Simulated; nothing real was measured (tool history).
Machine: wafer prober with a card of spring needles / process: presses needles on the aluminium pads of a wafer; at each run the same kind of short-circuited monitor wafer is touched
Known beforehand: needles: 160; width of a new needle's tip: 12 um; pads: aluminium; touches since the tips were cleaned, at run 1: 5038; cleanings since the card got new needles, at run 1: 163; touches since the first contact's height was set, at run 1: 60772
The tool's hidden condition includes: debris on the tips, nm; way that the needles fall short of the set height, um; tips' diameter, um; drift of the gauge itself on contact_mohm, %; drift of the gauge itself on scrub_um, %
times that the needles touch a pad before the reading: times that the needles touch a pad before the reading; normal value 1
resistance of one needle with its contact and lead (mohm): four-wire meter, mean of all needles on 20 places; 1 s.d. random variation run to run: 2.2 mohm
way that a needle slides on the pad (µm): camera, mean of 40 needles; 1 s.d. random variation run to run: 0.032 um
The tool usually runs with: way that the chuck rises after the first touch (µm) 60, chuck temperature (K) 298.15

run   hour  way that the chuck rises after the first touch (µm)  chuck temperature (K)  times that the needles touch a pad before the reading  touches since the tips were cleaned  cleanings since the card got new needles  touches since the first contact's height was set  resistance of one needle with its contact and lead (mohm)  way that a needle slides on the pad (µm)
  1      0                                                   60                 298.15                                                      1                                 5038                                       163                                             60772                                                        288                                     11.86
       3.4  -- tips cleaned on abrasive film
      16.9  -- tips cleaned on abrasive film
      33.7  -- tips cleaned on abrasive film
  2   40.8                                                   53                 298.15                                                      1                                 3032                                       166                                             78094                                                        294                                     10.45
      47.5  -- tips cleaned on abrasive film
      51.2  -- height of the first contact set anew
      64.6  -- tips cleaned on abrasive film
      80.9  -- tips cleaned on abrasive film
  3   91.8                                                   60                 298.15                                                      2                                 4653                                       169                                             17298                                                        272                                     11.96
      95.2  -- tips cleaned on abrasive film
     111.5  -- tips cleaned on abrasive film
     128.3  -- tips cleaned on abrasive film
     145.1  -- tips cleaned on abrasive film
  4  151.9                                                   60                 343.15                                                      2                                 2883                                       173                                             42835                                                        278                                     11.82
     158.6  -- tips cleaned on abrasive film
     172.1  -- tips cleaned on abrasive film
     188.9  -- tips cleaned on abrasive film
       205  -- tips cleaned on abrasive film
     218.5  -- tips cleaned on abrasive film
  5  220.8                                                   43                 298.15                                                      1                                 1001                                       178                                             72137                                                        290                                      8.42
     234.3  -- tips cleaned on abrasive film
     244.6  -- height of the first contact set anew
       248  -- tips cleaned on abrasive film
     261.5  -- tips cleaned on abrasive film
     278.1  -- tips cleaned on abrasive film
  6  280.9                                                   46                 298.15                                                      1                                 1187                                       182                                             15413                                                        293                                      9.17
       294  -- tips cleaned on abrasive film
     307.5  -- tips cleaned on abrasive film
     324.2  -- tips cleaned on abrasive film
  7  337.1                                                   60                 298.15                                                      2                                 5515                                       185                                             39329                                                        277                                     11.92
     340.5  -- tips cleaned on abrasive film
     357.2  -- tips cleaned on abrasive film
       374  -- tips cleaned on abrasive film
     390.8  -- tips cleaned on abrasive film
  8  402.2                                                   60                 308.15                                                      2                                 4907                                       189                                             67058                                                        277                                     11.79
     405.6  -- tips cleaned on abrasive film
       422  -- tips cleaned on abrasive film
     438.4  -- tips cleaned on abrasive film
     438.7  -- height of the first contact set anew
     455.4  -- tips cleaned on abrasive film
     471.9  -- tips cleaned on abrasive film
  9  474.2                                                   60                 308.15                                                      2                                  959                                       194                                             15088                                                        261                                     12.02
     487.4  -- tips cleaned on abrasive film
     500.9  -- tips cleaned on abrasive film
     517.5  -- tips cleaned on abrasive film
     533.5  -- tips cleaned on abrasive film
 10  533.5                                                   60                 308.15                                                      2                                    0                                       198                                             40300                                                        250                                     11.87
     546.9  -- tips cleaned on abrasive film
     563.7  -- tips cleaned on abrasive film
     580.5  -- tips cleaned on abrasive film
       594  -- tips cleaned on abrasive film
 11  603.5                                                   60                 300.15                                                      1                                 4096                                       202                                             70120                                                        290                                      11.8
     610.3  -- tips cleaned on abrasive film
     627.1  -- tips cleaned on abrasive film
     630.8  -- height of the first contact set anew
     643.2  -- tips cleaned on abrasive film
 12  643.2                                                   60                 300.15                                                      1                                    0                                       205                                              5290                                                        249                                     11.99
       660  -- tips cleaned on abrasive film
     673.5  -- tips cleaned on abrasive film
     690.3  -- tips cleaned on abrasive film
     703.7  -- tips cleaned on abrasive film
 13  705.3                                                   60                 300.15                                                      1                                  682                                       209                                             31695                                                        259                                     11.87
     718.8  -- tips cleaned on abrasive film
     734.6  -- tips cleaned on abrasive film
 14  744.7                                                   53                 363.15                                                      2                                 4319                                       211                                             48487                                                        297                                     10.46
     748.1  -- tips cleaned on abrasive film
     761.6  -- tips cleaned on abrasive film
     778.4  -- tips cleaned on abrasive film
 15  789.3                                                   54                 298.15                                                      1                                 4689                                       214                                             67445                                                        310                                     10.64
     792.8  -- tips cleaned on abrasive film
     809.5  -- tips cleaned on abrasive film
     823.2  -- height of the first contact set anew
     826.6  -- tips cleaned on abrasive film
     840.1  -- tips cleaned on abrasive film
 16  843.7                                                   45                 391.15                                                      2                                 1535                                       218                                              8681                                                        309                                         9

Expected results for the next run?
     853.8  -- tips cleaned on abrasive film
     870.2  -- tips cleaned on abrasive film
       887  -- tips cleaned on abrasive film
 17  892.5                                                   49                 348.15                                                      2                                 2368                                       221                                             29451                                                          ?                                         ?

{"run 17": {"resistance of one needle with its contact and lead (mohm)": 288, "way that a needle slides on the pad (µm)": 9.65}}
Without the tool's hidden state the same run would have given resistance of one needle with its contact and lead (mohm) 254, way that a needle slides on the pad (µm) 9.73.
